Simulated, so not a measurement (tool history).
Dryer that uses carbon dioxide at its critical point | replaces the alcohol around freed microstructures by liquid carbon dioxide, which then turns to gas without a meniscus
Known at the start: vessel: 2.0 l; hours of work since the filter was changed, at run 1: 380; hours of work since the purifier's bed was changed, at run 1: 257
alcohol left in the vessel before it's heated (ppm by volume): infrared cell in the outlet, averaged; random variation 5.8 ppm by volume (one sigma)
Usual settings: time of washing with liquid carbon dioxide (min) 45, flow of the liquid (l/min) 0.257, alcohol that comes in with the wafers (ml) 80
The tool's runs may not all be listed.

run	hour	time of washing with liquid carbon dioxide (min)	flow of the liquid (l/min)	alcohol that comes in with the wafers (ml)	hours of work since the filter was changed	hours of work since the purifier's bed was changed	alcohol left in the vessel before it's heated (ppm by volume)
1	0	45	0.257	80	380	257	381
2	13.3	45	0.257	80	385	262	388
3	31.5	45	0.257	80	392	269	384
4	42	45	0.257	80	396	273	385
5	55.1	45	0.257	80	401	278	388
6	72.8	45	0.257	80	408	285	395
7	87.5	45	0.257	80	414	291	391
8	100.6	45	0.257	21	419	296	123
9	121.8	45	0.257	21	427	304	119
10	142.5	45	0.257	80	435	312	403
11	151.9	45	0.257	100	438	315	501
12	164.5	45	0.257	100	443	320	522
13	174.1	45	0.257	80	447	324	413
14	186.3	63	0.359	23	451	328	20
15	196.6	45	0.298	80	455	332	222
16	217	45	0.257	24	463	340	148
17	227.2	45	0.257	42	467	344	230
18	236.8	45	0.257	42	471	348	231
19	252.6	55	0.159	28	477	354	459
20	274.4	30	0.417	30	485	362	141
21	287.7	30	0.232	30	490	367	982
22	307.3	33	0.242	80	498	375	1723
23	326.2	47	0.257	47	505	382	229
24	339.7	57	0.206	29	510	387	182
25	354	57	0.206	72	515	392	376

3 ways to go on from here, each from the tool as it stands after run 25. What would each give?
# hour 360.4: inlet filter changed
A	368.7	49	0.372	72	3	398	?
# hour 360.4: inlet filter changed
B	368.7	70	0.319	29	3	398	?
# hour 360.4: inlet filter changed
C	368.7	61	0.26	30	3	398	?

run	alcohol left in the vessel before it's heated (ppm by volume)
A	35
B	22
C	32
Without the tool's hidden state the same runs would have given:
run	alcohol left in the vessel before it's heated (ppm by volume)
A	12
B	0
C	9
